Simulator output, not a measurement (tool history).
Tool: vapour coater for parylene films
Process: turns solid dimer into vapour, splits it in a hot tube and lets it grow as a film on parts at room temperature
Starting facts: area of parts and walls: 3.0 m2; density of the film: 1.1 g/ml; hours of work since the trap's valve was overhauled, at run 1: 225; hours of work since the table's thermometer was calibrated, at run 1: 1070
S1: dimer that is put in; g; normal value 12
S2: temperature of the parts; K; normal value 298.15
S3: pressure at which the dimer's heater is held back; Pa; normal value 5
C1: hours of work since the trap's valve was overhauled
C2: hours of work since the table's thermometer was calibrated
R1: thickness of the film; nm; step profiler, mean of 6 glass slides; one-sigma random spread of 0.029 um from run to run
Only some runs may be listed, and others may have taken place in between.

Run 1, hour 0: usual settings; C1 225; C2 1070. Result: R1 2470 nm.
Run 2, hour 32.8: usual settings; C1 251; C2 1096. Result: R1 2470 nm.
Run 3, hour 59.3: usual settings but S3 11.87 Pa; C1 272; C2 1117. Result: R1 2010 nm.
Run 4, hour 94.9: usual settings but S3 11.87 Pa; C1 300; C2 1145. Result: R1 2060 nm.
Run 5, hour 115.8: usual settings but S3 11.87 Pa; C1 316; C2 1162. Result: R1 1990 nm.
At hour 133.1: trap's valve overhauled.
Run 6, hour 155.5: usual settings but S3 11.87 Pa; C1 18; C2 1190. Result: R1 2210 nm.
Run 7, hour 184.9: usual settings but S3 11.87 Pa; C1 41; C2 1213. Result: R1 2190 nm.
Run 8, hour 220.7: usual settings but S2 308.15 K, S3 11.87 Pa; C1 69; C2 1242. Result: R1 1530 nm.
Run 9, hour 249.6: usual settings but S2 308.15 K, S3 11.87 Pa; C1 92; C2 1264. Result: R1 1510 nm.
Run 10, hour 268.7: usual settings but S2 308.15 K, S3 11.87 Pa; C1 107; C2 1279. Result: R1 1500 nm.
Run 11, hour 304.8: usual settings but S1 15 g; C1 136; C2 1308. Result: R1 3190 nm.
Run 12, hour 327.5: usual settings; C1 153; C2 1326. Result: R1 2570 nm.
Run 13, hour 346.1: usual settings; C1 168; C2 1340. Result: R1 2520 nm.
Run 14, hour 367.5: usual settings; C1 185; C2 1357. Result: R1 2470 nm.
Run 15, hour 394.9: usual settings; C1 207; C2 1379. Result: R1 2540 nm.
Run 16, hour 422.6: usual settings but S2 306.15 K; C1 229; C2 1401. Result: R1 1860 nm.
Run 17, hour 437.3: usual settings; C1 240; C2 1412. Result: R1 2490 nm.
Run 18, hour 459.8: usual settings; C1 258; C2 1430. Result: R1 2480 nm.
Run 19, hour 477.5: usual settings; C1 272; C2 1444. Result: R1 2410 nm.
Run 20, hour 504.3: usual settings; C1 293; C2 1465. Result: R1 2420 nm.
Run 21, hour 538: usual settings but S2 303.15 K; C1 320; C2 1492. Result: R1 2060 nm.
At hour 551.7: trap's valve overhauled.
Run 22, hour 567.8: usual settings but S2 303.15 K; C1 13; C2 1512. Result: R1 2180 nm.
Run 23, hour 591.9: usual settings but S2 303.15 K; C1 32; C2 1531. Result: R1 2190 nm.
Run 24, hour 620.5: usual settings but S2 303.15 K; C1 54; C2 1554. Result: R1 2200 nm.
Run 25, hour 649.6: usual settings but S1 17 g, S2 300.15 K, S3 2.09 Pa; C1 77; C2 1577. Result: R1 4010 nm.
Run 26, hour 670.3: usual settings but S1 5 g, S2 297.15 K, S3 6.97 Pa; C1 94; C2 1593. Result: R1 1040 nm.
Run 27, hour 697.1: usual settings but S1 21 g; C1 115; C2 1614. Result: R1 4490 nm.
Run 28, hour 721.9: usual settings but S1 6 g; C1 134; C2 1634. Result: R1 1290 nm.
Run 29, hour 736.8: usual settings but S1 18 g; C1 146; C2 1646. Result: R1 3810 nm.
Run 30, hour 768.8: usual settings but S1 18 g; C1 171; C2 1671. Result: R1 3810 nm.
Run 31, hour 785.2: usual settings but S1 18 g, S3 9.88 Pa; C1 184; C2 1684. Result: R1 3310 nm.
Run 32, hour 804.2: usual settings but S1 18 g, S3 9.88 Pa; C1 199; C2 1699. Result: R1 3300 nm.
Run 33, hour 835.3: usual settings but S1 5 g, S3 4.96 Pa; C1 224; C2 1723. Result: R1 1060 nm.
Run 34, hour 869.2: usual settings but S1 5 g, S3 4.96 Pa; C1 251; C2 1750. Result: R1 980 nm.
Run 35, hour 883.9: usual settings but S1 6 g, S3 9.35 Pa; C1 262; C2 1762. Result: R1 1100 nm.
Run 36, hour 909.8: usual settings but S1 6 g, S3 9.35 Pa; C1 283; C2 1782. Result: R1 1100 nm.
Run 37, hour 934.1: usual settings but S1 6 g, S3 9.35 Pa; C1 302; C2 1801. Result: R1 1080 nm.
Run 38, hour 958.1: usual settings but S1 6 g; C1 321; C2 1820. Result: R1 1180 nm.
At hour 969.8: trap's valve overhauled.
Run 39, hour 985.9: usual settings but S1 16 g; C1 13; C2 1839. Result: R1 3530 nm.
Run 40, hour 1012.7: usual settings but S1 21 g, S2 309.15 K; C1 34; C2 1860. Result: R1 3100 nm.
Run 41, hour 1028.9: usual settings but S1 6 g, S3 9.14 Pa; C1 47; C2 1873. Result: R1 1160 nm.
Run 42, hour 1053.1: usual settings but S1 6 g, S3 9.14 Pa; C1 66; C2 1892. Result: R1 1140 nm.
Run 43, hour 1068.8: usual settings but S1 6 g, S2 290.15 K, S3 8.94 Pa; C1 78; C2 1905. Result: R1 1600 nm.
Run 44, hour 1084.6: usual settings but S2 303.15 K, S3 7.6 Pa; C1 91; C2 1917. Result: R1 1970 nm.
At hour 1094.8: table's thermometer calibrated.
Run 45, hour 1117.5: usual settings but S1 7 g, S2 291.15 K, S3 6.07 Pa; C1 116; C2 18. Result: R1 1830 nm.
Run 46, hour 1137.8: usual settings but S1 9 g, S2 297.15 K, S3 4.11 Pa; C1 132; C2 34. Result: R1 2050 nm.

Below, some changes in R1 between adjacent runs. For each, the amount present without the hidden state too (settings, incoming material, random variation) and the amount remaining for the hidden state with gauge scatter not shared by both compared results:
Hidden state present: vapour lost through the trap's worn valve, %; true temperature of the parts over the reading, C; drift of the gauge itself on film_um, %.
Run 5 -> 6: trap's valve overhauled. R1 +220 nm: hidden state +240, all else -20.
Run 21 -> 22: trap's valve overhauled. R1 +120 nm: hidden state +200, all else -80.
Run 25 -> 26: S1 17 -> 5, S2 300.15 -> 297.15, S3 2.09 -> 6.97. R1 -2970 nm: hidden state +50, all else -3020.
Run 26 -> 27: S1 5 -> 21, S2 297.15 -> 298.15, S3 6.97 -> 5. R1 +3450 nm: hidden state -110, all else +3560.
Run 27 -> 28: S1 21 -> 6. R1 -3200 nm: hidden state +80, all else -3280.
Run 38 -> 39: S1 6 -> 16, trap's valve overhauled. R1 +2350 nm: hidden state +150, all else +2200.
